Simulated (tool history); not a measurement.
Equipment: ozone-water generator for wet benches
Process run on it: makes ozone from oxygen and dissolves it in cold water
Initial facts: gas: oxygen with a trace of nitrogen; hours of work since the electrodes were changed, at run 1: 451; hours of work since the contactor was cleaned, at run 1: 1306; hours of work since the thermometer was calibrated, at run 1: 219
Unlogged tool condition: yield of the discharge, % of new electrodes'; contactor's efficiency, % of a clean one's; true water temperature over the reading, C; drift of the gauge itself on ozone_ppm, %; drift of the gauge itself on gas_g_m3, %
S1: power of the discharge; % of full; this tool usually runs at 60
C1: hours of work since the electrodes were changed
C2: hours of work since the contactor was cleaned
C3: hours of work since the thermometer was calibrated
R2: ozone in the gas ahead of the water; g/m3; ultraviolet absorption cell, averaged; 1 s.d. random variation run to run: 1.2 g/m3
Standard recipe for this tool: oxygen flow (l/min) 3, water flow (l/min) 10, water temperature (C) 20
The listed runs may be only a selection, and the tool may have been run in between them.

{"run": 1, "day": 0.0, "S1": 60, "oxygen flow (l/min)": 3, "water flow (l/min)": 10, "water temperature (C)": 20, "C1": 451, "C2": 1306, "C3": 219, "dissolved ozone (ppm)": 28.4, "R2": 231.3}
{"run": 2, "day": 0.721, "S1": 60, "oxygen flow (l/min)": 3, "water flow (l/min)": 10, "water temperature (C)": 20, "C1": 466, "C2": 1321, "C3": 234, "dissolved ozone (ppm)": 28.5, "R2": 228}
{"run": 3, "day": 1.762, "S1": 60, "oxygen flow (l/min)": 3, "water flow (l/min)": 10, "water temperature (C)": 20, "C1": 488, "C2": 1343, "C3": 256, "dissolved ozone (ppm)": 28.7, "R2": 228.9}
{"run": 4, "day": 2.817, "S1": 60, "oxygen flow (l/min)": 3, "water flow (l/min)": 10, "water temperature (C)": 20, "C1": 510, "C2": 1366, "C3": 278, "dissolved ozone (ppm)": 28.5, "R2": 227.8}
{"run": 5, "day": 3.817, "S1": 60, "oxygen flow (l/min)": 3, "water flow (l/min)": 10, "water temperature (C)": 20, "C1": 531, "C2": 1387, "C3": 299, "dissolved ozone (ppm)": 28.3, "R2": 227.6}
{"run": 6, "day": 4.658, "S1": 60, "oxygen flow (l/min)": 3, "water flow (l/min)": 10, "water temperature (C)": 20, "C1": 549, "C2": 1404, "C3": 317, "dissolved ozone (ppm)": 28.5, "R2": 227.9}
{"run": 7, "day": 5.633, "S1": 60, "oxygen flow (l/min)": 3, "water flow (l/min)": 10, "water temperature (C)": 20, "C1": 570, "C2": 1425, "C3": 337, "dissolved ozone (ppm)": 28.6, "R2": 229.7}
{"run": 8, "day": 6.762, "S1": 60, "oxygen flow (l/min)": 3, "water flow (l/min)": 10, "water temperature (C)": 20, "C1": 593, "C2": 1449, "C3": 361, "dissolved ozone (ppm)": 28.3, "R2": 228.8}
{"run": 9, "day": 7.754, "S1": 60, "oxygen flow (l/min)": 3, "water flow (l/min)": 10, "water temperature (C)": 20, "C1": 614, "C2": 1469, "C3": 382, "dissolved ozone (ppm)": 28.6, "R2": 229.1}
{"run": 10, "day": 8.583, "S1": 60, "oxygen flow (l/min)": 2.89, "water flow (l/min)": 10, "water temperature (C)": 20, "C1": 632, "C2": 1487, "C3": 399, "dissolved ozone (ppm)": 28.5, "R2": 233.2}
{"run": 11, "day": 9.421, "S1": 60, "oxygen flow (l/min)": 5.16, "water flow (l/min)": 6, "water temperature (C)": 13, "C1": 649, "C2": 1504, "C3": 417, "dissolved ozone (ppm)": 37.5, "R2": 155.5}
{"run": 12, "day": 10.454, "S1": 60, "oxygen flow (l/min)": 2.4, "water flow (l/min)": 10, "water temperature (C)": 18, "C1": 671, "C2": 1526, "C3": 439, "dissolved ozone (ppm)": 30.1, "R2": 269.7}
{"run": 13, "day": 10.967, "S1": 60, "oxygen flow (l/min)": 1.83, "water flow (l/min)": 12, "water temperature (C)": 20, "C1": 682, "C2": 1537, "C3": 449, "dissolved ozone (ppm)": 25.7, "R2": 323.8}
{"run": 14, "day": 11.5, "S1": 60, "oxygen flow (l/min)": 4, "water flow (l/min)": 10, "water temperature (C)": 17, "C1": 693, "C2": 1548, "C3": 461, "dissolved ozone (ppm)": 28.2, "R2": 189}
{"run": 15, "day": 12.367, "S1": 81, "oxygen flow (l/min)": 1.52, "water flow (l/min)": 12, "water temperature (C)": 21, "C1": 711, "C2": 1566, "C3": 479, "dissolved ozone (ppm)": 33.1, "R2": 473}
{"run": 16, "day": 13.304, "S1": 67, "oxygen flow (l/min)": 4.61, "water flow (l/min)": 7, "water temperature (C)": 12, "C1": 731, "C2": 1586, "C3": 499, "dissolved ozone (ppm)": 40.5, "R2": 184.1}

Estimate the outcome of run 17 from the log above:
{"run": 17, "day": 14.346, "S1": 77, "oxygen flow (l/min)": 4.61, "water flow (l/min)": 7, "water temperature (C)": 24, "C1": 753, "C2": 1608, "C3": 520, "dissolved ozone (ppm)": "?", "R2": "?"}

{"run 17": {"dissolved ozone (ppm)": 34.4, "R2": 207.9}}
With the hidden condition absent and the run-to-run variation left alone, this run would have shown dissolved ozone (ppm) 34.5, R2 208 g/m3.
